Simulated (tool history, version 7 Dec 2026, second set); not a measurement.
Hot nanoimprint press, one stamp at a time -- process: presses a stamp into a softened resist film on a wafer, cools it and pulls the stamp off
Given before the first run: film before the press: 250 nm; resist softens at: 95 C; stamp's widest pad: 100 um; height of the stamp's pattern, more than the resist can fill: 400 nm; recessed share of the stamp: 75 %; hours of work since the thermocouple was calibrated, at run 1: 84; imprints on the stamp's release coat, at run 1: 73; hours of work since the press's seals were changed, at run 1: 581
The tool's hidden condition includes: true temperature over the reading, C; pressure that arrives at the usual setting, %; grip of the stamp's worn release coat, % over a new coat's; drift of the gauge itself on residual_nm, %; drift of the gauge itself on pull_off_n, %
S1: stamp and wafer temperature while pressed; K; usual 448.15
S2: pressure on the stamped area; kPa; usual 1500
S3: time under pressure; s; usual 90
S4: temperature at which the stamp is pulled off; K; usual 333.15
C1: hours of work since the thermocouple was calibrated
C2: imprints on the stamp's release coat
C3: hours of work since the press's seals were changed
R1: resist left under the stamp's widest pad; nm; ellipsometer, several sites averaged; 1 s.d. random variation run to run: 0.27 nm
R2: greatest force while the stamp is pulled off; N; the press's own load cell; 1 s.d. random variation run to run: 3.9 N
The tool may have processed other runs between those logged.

Run 1, hour 0.0: usual settings; C1 84; C2 73; C3 581. Result: R1 91.0 nm, R2 181 N.
Run 2, hour 43.6: usual settings; C1 117; C2 280; C3 614. Result: R1 91.3 nm, R2 185 N.
Run 3, hour 78.6: usual settings; C1 144; C2 445; C3 641. Result: R1 90.7 nm, R2 186 N.
Run 4, hour 139.4: usual settings but S4 326.15 K; C1 190; C2 734; C3 687. Result: R1 90.8 nm, R2 226 N.
Run 5, hour 177.1: usual settings but S2 910 kPa, S4 326.15 K; C1 219; C2 913; C3 715. Result: R1 117.2 nm, R2 223 N.
Run 6, hour 227.9: usual settings but S2 2030 kPa; C1 257; C2 1153; C3 754. Result: R1 77.5 nm, R2 194 N.
At hour 275.2: plate thermocouple calibrated.
Run 7, hour 285.4: usual settings but S2 2030 kPa; C1 8; C2 1411; C3 795. Result: R1 77.5 nm, R2 187 N.
Run 8, hour 322.4: usual settings but S2 2030 kPa; C1 36; C2 1586; C3 823. Result: R1 77.1 nm, R2 191 N.
Run 9, hour 364.6: usual settings but S2 2030 kPa; C1 68; C2 1786; C3 855. Result: R1 77.2 nm, R2 186 N.
At hour 394.6: stamp cleaned and given a new release coat.
Run 10, hour 421.6: usual settings but S4 332.15 K; C1 107; C2 128; C3 894. Result: R1 91.1 nm, R2 193 N.
Run 11, hour 454.5: usual settings but S4 335.15 K; C1 132; C2 284; C3 919. Result: R1 91.1 nm, R2 178 N.
Run 12, hour 524.8: usual settings but S4 335.15 K; C1 185; C2 617; C3 972. Result: R1 91.4 nm, R2 178 N.
Run 13, hour 592.2: usual settings but S4 335.15 K; C1 236; C2 936; C3 1024. Result: R1 90.9 nm, R2 177 N.
Run 14, hour 637.1: usual settings but S4 335.15 K; C1 270; C2 1149; C3 1058. Result: R1 91.1 nm, R2 174 N.
At hour 670.0: plate thermocouple calibrated.
Run 15, hour 693.9: usual settings but S4 335.15 K; C1 18; C2 1404; C3 1098. Result: R1 91.4 nm, R2 182 N.
Run 16, hour 756.3: usual settings but S1 445.15 K, S2 2030 kPa; C1 66; C2 1700; C3 1146. Result: R1 85.1 nm, R2 199 N.
At hour 803.3: stamp cleaned and given a new release coat.
Run 17, hour 804.5: usual settings but S1 445.15 K, S2 2030 kPa; C1 98; C2 5; C3 1178. Result: R1 84.8 nm, R2 190 N.
Run 18, hour 874.1: usual settings but S1 445.15 K, S2 2030 kPa; C1 150; C2 335; C3 1231. Result: R1 85.2 nm, R2 183 N.
Run 19, hour 936.4: usual settings but S1 445.15 K, S2 2030 kPa; C1 198; C2 630; C3 1278. Result: R1 85.0 nm, R2 184 N.
At hour 969.5: press's hydraulic seals changed and the load cell set to zero.
Run 20, hour 994.7: usual settings but S4 320.15 K; C1 236; C2 869; C3 19. Result: R1 91.1 nm, R2 263 N.
Run 21, hour 1032.9: usual settings but S2 1880 kPa, S4 337.15 K; C1 265; C2 1050; C3 48. Result: R1 80.8 nm, R2 175 N.
Run 22, hour 1063.3: usual settings but S1 438.15 K, S2 1150 kPa, S4 337.15 K; C1 288; C2 1194; C3 71. Result: R1 139.1 nm, R2 169 N.
At hour 1073.3: plate thermocouple calibrated.
Run 23, hour 1127.7: usual settings but S1 445.15 K, S2 1220 kPa, S3 57 s; C1 41; C2 1485; C3 118. Result: R1 129.6 nm, R2 187 N.
Run 24, hour 1199.0: usual settings but S2 1450 kPa, S4 337.15 K; C1 95; C2 1822; C3 172. Result: R1 92.5 nm, R2 169 N.
At hour 1224.4: stamp cleaned and given a new release coat.
Run 25, hour 1244.5: usual settings but S3 104 s, S4 321.15 K; C1 125; C2 96; C3 202. Result: R1 85.8 nm, R2 256 N.
Run 26, hour 1316.6: usual settings but S1 454.15 K, S2 1440 kPa, S3 104 s, S4 323.15 K; C1 180; C2 437; C3 257. Result: R1 73.4 nm, R2 242 N.
Run 27, hour 1375.4: usual settings but S1 452.15 K, S2 1120 kPa, S3 67 s, S4 330.15 K; C1 225; C2 716; C3 301. Result: R1 105.2 nm, R2 203 N.
Run 28, hour 1435.9: usual settings but S1 452.15 K, S2 2350 kPa, S3 50 s, S4 330.15 K; C1 271; C2 1002; C3 347. Result: R1 80.4 nm, R2 207 N.
At hour 1468.0: plate thermocouple calibrated.
Run 29, hour 1512.7: usual settings but S1 452.15 K, S2 2350 kPa, S3 50 s, S4 330.15 K; C1 34; C2 1352; C3 403. Result: R1 80.0 nm, R2 204 N.

For each entry between runs, how does the tool's hidden state at the last listed run before it compare with that at the first listed run after it?
Logged between run 6 and run 7: plate thermocouple calibrated (hour 275.2)
  true temperature over the reading, C: 0.03 -> -0.01; grip of the stamp's worn release coat, % over a new coat's: 1 -> 1.2
Logged between run 9 and run 10: stamp cleaned and given a new release coat (hour 394.6)
  true temperature over the reading, C: 0 -> 0.01; pressure that arrives at the usual setting, %: 99.92 -> 99.91; grip of the stamp's worn release coat, % over a new coat's: 1.6 -> 0.1
Logged between run 14 and run 15: plate thermocouple calibrated (hour 670.0)
  true temperature over the reading, C: 0.03 -> -0.01; grip of the stamp's worn release coat, % over a new coat's: 1 -> 1.2
Logged between run 16 and run 17: stamp cleaned and given a new release coat (hour 803.3)
  true temperature over the reading, C: -0.01 -> 0; grip of the stamp's worn release coat, % over a new coat's: 1.5 -> 0
Logged between run 19 and run 20: press's hydraulic seals changed and the load cell set to zero (hour 969.5)
  true temperature over the reading, C: 0.01 -> 0.02; pressure that arrives at the usual setting, %: 99.87 -> 100.02; grip of the stamp's worn release coat, % over a new coat's: 0.5 -> 0.7
Logged between run 22 and run 23: plate thermocouple calibrated (hour 1073.3)
  true temperature over the reading, C: 0.02 -> 0; pressure that arrives at the usual setting, %: 100.02 -> 100.01; grip of the stamp's worn release coat, % over a new coat's: 1 -> 1.3
Logged between run 24 and run 25: stamp cleaned and given a new release coat (hour 1224.4)
  true temperature over the reading, C: 0 -> 0.01; pressure that arrives at the usual setting, %: 100.01 -> 100; grip of the stamp's worn release coat, % over a new coat's: 1.6 -> 0.1
Logged between run 28 and run 29: plate thermocouple calibrated (hour 1468.0)
  true temperature over the reading, C: 0.03 -> 0; pressure that arrives at the usual setting, %: 99.99 -> 99.98; grip of the stamp's worn release coat, % over a new coat's: 0.9 -> 1.2
